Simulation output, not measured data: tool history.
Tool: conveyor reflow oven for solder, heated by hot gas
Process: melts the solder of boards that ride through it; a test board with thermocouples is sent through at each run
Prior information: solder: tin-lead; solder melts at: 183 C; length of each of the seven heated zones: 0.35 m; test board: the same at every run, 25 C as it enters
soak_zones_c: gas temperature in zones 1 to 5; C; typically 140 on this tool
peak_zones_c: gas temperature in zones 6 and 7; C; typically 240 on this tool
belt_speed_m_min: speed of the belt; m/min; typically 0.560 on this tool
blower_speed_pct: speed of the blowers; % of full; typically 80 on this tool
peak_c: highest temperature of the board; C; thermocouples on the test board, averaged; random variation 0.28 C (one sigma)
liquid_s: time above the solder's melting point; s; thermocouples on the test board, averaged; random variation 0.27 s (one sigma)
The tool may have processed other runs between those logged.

run   hour  soak_zones_c  peak_zones_c  belt_speed_m_min  blower_speed_pct  peak_c  liquid_s
  1    0.0           140           240             0.560                80   229.0      64.9
  2   18.7           140           240             0.560                80   228.8      65.1
  3   38.4           140           240             0.560                80   228.9      64.4
  4   71.0           140           240             0.560                80   228.8      65.2
  5   85.5           140           240             0.560                80   228.8      65.5
  6  112.9           140           240             0.560                80   228.7      65.4
  7  146.0           140           240             0.560                80   229.1      64.8
  8  175.4           140           240             0.560                80   228.8      64.8
  9  198.0           140           240             0.560                80   228.9      64.4
     205.5  -- flux residue cleaned out of gas plates and filters
 10  218.3           140           240             0.560                80   228.5      64.2
 11  238.0           140           240             0.511                80   231.3      72.9
 12  253.3           140           240             0.560                80   229.7      65.6
 13  279.3           140           240             0.560                80   229.0      65.2
 14  311.0           140           240             0.560                80   228.6      65.1
 15  328.2           140           232             0.560                80   221.3      60.8
 16  361.4           135           240             0.466                80   233.0      79.8
 17  388.2           135           240             0.466                80   232.1      79.3
 18  411.4           135           240             0.466                80   232.5      79.4
 19  441.8           132           253             0.611                67   233.3      58.4
 20  473.2           134           253             0.611                75   236.3      60.9
 21  497.1           134           253             0.611                75   236.2      60.4
 22  524.9           140           240             0.655                80   224.5      53.1
 23  545.3           140           240             0.655                80   224.3      52.9
 24  576.1           143           240             0.655                80   224.3      54.2
 25  589.4           140           236             0.560                80   225.3      63.4
 26  612.7           140           236             0.560                80   224.6      63.3
     648.1  -- flux residue cleaned out of gas plates and filters
 27  649.9           140           236             0.560                80   224.7      63.4
 28  666.5           140           240             0.560                79   228.6      65.3
 29  682.0           141           250             0.560                79   238.0      69.9
 30  702.9           140           242             0.560                54   223.7      61.5

3 options for the next run, each taken on its own from the tool as it stands now. Forecast them:
  A  733.6           135           242             0.560                83       ?         ?
  B  733.6           149           231             0.590                54       ?         ?
  C  733.6           140           243             0.560                54       ?         ?

run  peak_c  liquid_s
  A   230.3      64.5
  B   214.3      54.5
  C   224.2      61.7
With the hidden condition removed and each run's random variation left untouched, the same runs would have given:
run  peak_c  liquid_s
  A   230.3      64.4
  B   214.3      54.4
  C   224.1      61.6

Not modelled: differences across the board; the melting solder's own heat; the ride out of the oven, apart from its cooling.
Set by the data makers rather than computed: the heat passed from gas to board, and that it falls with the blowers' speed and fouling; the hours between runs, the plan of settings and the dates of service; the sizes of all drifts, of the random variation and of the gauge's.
